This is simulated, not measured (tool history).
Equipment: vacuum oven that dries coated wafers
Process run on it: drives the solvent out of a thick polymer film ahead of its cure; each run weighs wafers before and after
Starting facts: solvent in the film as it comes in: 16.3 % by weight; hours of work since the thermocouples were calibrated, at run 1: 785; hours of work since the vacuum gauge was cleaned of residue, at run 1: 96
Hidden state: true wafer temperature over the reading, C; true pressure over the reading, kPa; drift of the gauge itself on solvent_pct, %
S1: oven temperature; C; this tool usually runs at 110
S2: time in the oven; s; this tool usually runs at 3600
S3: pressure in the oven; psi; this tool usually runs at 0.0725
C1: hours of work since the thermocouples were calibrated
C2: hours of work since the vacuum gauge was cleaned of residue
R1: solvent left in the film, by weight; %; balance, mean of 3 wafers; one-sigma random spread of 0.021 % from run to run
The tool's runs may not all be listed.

run 1 hour=0.0 | S1=110 S2=3600 S3=0.0725 | C1=785 C2=96 | R1=2.65
run 2 hour=11.4 | S1=110 S2=3600 S3=0.0725 | C1=792 C2=104 | R1=2.64
run 3 hour=21.2 | S1=110 S2=3600 S3=0.0725 | C1=799 C2=110 | R1=2.66
run 4 hour=31.7 | S1=110 S2=3600 S3=0.0725 | C1=806 C2=117 | R1=2.66
run 5 hour=43.6 | S1=110 S2=3600 S3=0.0725 | C1=813 C2=125 | R1=2.62
run 6 hour=52.6 | S1=110 S2=3600 S3=0.0725 | C1=819 C2=131 | R1=2.67
run 7 hour=57.7 | S1=109 S2=3600 S3=0.0725 | C1=823 C2=134 | R1=2.85
run 8 hour=69.3 | S1=110 S2=3600 S3=0.1452 | C1=830 C2=142 | R1=2.71
run 9 hour=75.2 | S1=110 S2=3600 S3=0.1452 | C1=834 C2=146 | R1=2.75
-- hour=78.1 oven's thermocouples calibrated
run 10 hour=88.7 | S1=110 S2=3600 S3=0.1680 | C1=7 C2=153 | R1=2.83
run 11 hour=99.2 | S1=110 S2=3600 S3=0.1442 | C1=14 C2=160 | R1=2.81
run 12 hour=104.4 | S1=110 S2=3600 S3=0.1442 | C1=17 C2=164 | R1=2.84
run 13 hour=110.7 | S1=112 S2=2400 S3=0.1958 | C1=21 C2=168 | R1=4.27
-- hour=114.2 oven's thermocouples calibrated, once more
run 14 hour=120.3 | S1=112 S2=2400 S3=0.1958 | C1=4 C2=173 | R1=3.83
run 15 hour=131.0 | S1=107 S2=3360 S3=0.2799 | C1=11 C2=180 | R1=3.49
run 16 hour=138.1 | S1=107 S2=3360 S3=0.2799 | C1=16 C2=184 | R1=3.53
run 17 hour=143.3 | S1=110 S2=5520 S3=0.1533 | C1=19 C2=188 | R1=1.09
run 18 hour=148.8 | S1=96 S2=3660 S3=0.1184 | C1=23 C2=191 | R1=5.38
run 19 hour=156.2 | S1=107 S2=6180 S3=0.1707 | C1=28 C2=196 | R1=1.21
run 20 hour=166.9 | S1=107 S2=6180 S3=0.1707 | C1=35 C2=203 | R1=1.19
run 21 hour=172.3 | S1=107 S2=6180 S3=0.1707 | C1=38 C2=207 | R1=1.20
run 22 hour=184.7 | S1=100 S2=4020 S3=0.0751 | C1=46 C2=215 | R1=3.96
run 23 hour=190.1 | S1=101 S2=5520 S3=0.0798 | C1=50 C2=218 | R1=2.34

Estimate the outcome of run 24 from the log above:
run 24 hour=201.2 | S1=110 S2=2640 S3=0.0725 | C1=57 C2=226 | R1=?

R1: 3.69 %
Were there no unlogged condition in the tool, this run, its random variation unchanged, would have produced R1 3.74 %.
